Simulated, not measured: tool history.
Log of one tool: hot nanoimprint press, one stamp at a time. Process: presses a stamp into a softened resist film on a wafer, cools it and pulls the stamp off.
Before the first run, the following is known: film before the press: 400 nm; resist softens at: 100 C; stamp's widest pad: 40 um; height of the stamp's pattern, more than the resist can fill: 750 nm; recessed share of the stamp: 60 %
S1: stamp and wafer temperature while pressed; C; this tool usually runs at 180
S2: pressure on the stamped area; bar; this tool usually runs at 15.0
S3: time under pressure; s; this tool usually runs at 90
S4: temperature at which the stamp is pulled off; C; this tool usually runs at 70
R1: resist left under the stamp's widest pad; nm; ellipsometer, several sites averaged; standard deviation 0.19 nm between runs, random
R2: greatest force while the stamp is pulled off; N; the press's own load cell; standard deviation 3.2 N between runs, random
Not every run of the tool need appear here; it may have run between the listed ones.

Run 1, day 0.000: usual settings. Result: R1 137.4 nm, R2 226 N.
Run 2, day 0.446: usual settings. Result: R1 137.3 nm, R2 227 N.
Run 3, day 1.096: usual settings. Result: R1 137.2 nm, R2 224 N.
Run 4, day 1.812: usual settings. Result: R1 137.1 nm, R2 229 N.
Run 5, day 2.183: usual settings. Result: R1 137.2 nm, R2 222 N.
Run 6, day 2.533: usual settings but S3 117 s. Result: R1 122.8 nm, R2 237 N.
Run 7, day 3.162: usual settings but S3 46 s. Result: R1 180.2 nm, R2 229 N.
Run 8, day 3.600: usual settings but S3 46 s. Result: R1 179.9 nm, R2 234 N.
Run 9, day 3.888: usual settings but S1 179 C. Result: R1 142.5 nm, R2 235 N.
Run 10, day 4.442: usual settings. Result: R1 137.2 nm, R2 239 N.
Run 11, day 4.896: usual settings but S3 93 s. Result: R1 135.1 nm, R2 234 N.
Run 12, day 5.262: usual settings. Result: R1 136.7 nm, R2 239 N.
Run 13, day 5.558: usual settings. Result: R1 136.8 nm, R2 245 N.
Run 14, day 5.954: usual settings but S4 73 C. Result: R1 137.1 nm, R2 241 N.
Run 15, day 6.525: usual settings. Result: R1 136.7 nm, R2 242 N.
Run 16, day 7.179: usual settings. Result: R1 137.0 nm, R2 246 N.
Run 17, day 7.571: usual settings. Result: R1 136.7 nm, R2 249 N.
Run 18, day 8.167: usual settings but S1 187 C, S2 16.6 bar, S3 60 s. Result: R1 120.6 nm, R2 250 N.
Run 19, day 8.725: usual settings but S1 187 C, S2 19.3 bar, S3 60 s, S4 60 C. Result: R1 111.8 nm, R2 271 N.
Run 20, day 9.296: usual settings but S1 187 C, S2 13.8 bar, S3 73 s, S4 60 C. Result: R1 120.9 nm, R2 272 N.
Run 21, day 10.012: usual settings but S1 187 C, S2 13.8 bar, S3 73 s, S4 60 C. Result: R1 120.8 nm, R2 266 N.
Run 22, day 10.700: usual settings but S1 187 C, S2 13.8 bar, S3 73 s, S4 60 C. Result: R1 120.9 nm, R2 289 N.
Run 23, day 11.225: usual settings but S1 187 C, S2 13.8 bar, S3 73 s, S4 60 C. Result: R1 120.8 nm, R2 278 N.
Run 24, day 11.833: usual settings but S1 176 C, S2 23.1 bar, S3 149 s, S4 71 C. Result: R1 103.9 nm, R2 268 N.
Run 25, day 12.400: usual settings but S1 174 C, S4 68 C. Result: R1 170.3 nm, R2 265 N.
Run 26, day 13.046: usual settings but S1 174 C, S4 68 C. Result: R1 170.6 nm, R2 282 N.
Run 27, day 13.733: usual settings but S1 174 C, S4 68 C. Result: R1 170.3 nm, R2 282 N.
Run 28, day 14.142: usual settings but S1 187 C, S2 9.3 bar, S3 139 s, S4 65 C. Result: R1 110.4 nm, R2 280 N.
Run 29, day 14.575: usual settings but S1 187 C, S2 9.3 bar, S3 139 s, S4 65 C. Result: R1 110.4 nm, R2 277 N.

Below are 5 alternative next runs, each starting from the tool's condition after run 29. Predict each:
Run A, day 14.912: usual settings but S1 190 C, S2 11.0 bar, S3 68 s, S4 65 C. Result: R1 ?, R2 ?.
Run B, day 14.912: usual settings but S1 185 C, S2 15.3 bar, S3 139 s, S4 74 C. Result: R1 ?, R2 ?.
Run C, day 14.912: usual settings but S1 187 C, S2 13.5 bar, S3 80 s, S4 57 C. Result: R1 ?, R2 ?.
Run D, day 14.912: usual settings but S1 184 C, S3 58 s, S4 59 C. Result: R1 ?, R2 ?.
Run E, day 14.912: usual settings but S3 95 s. Result: R1 ?, R2 ?.

run     R1   R2
  A  125.3  303
  B   92.6  269
  C  117.3  301
  D  141.9  296
  E  133.1  291
Without the tool's unlogged condition, the same runs would have read:
run     R1   R2
  A  128.5  164
  B   95.1  145
  C  120.4  162
  D  145.6  160
  E  136.8  157
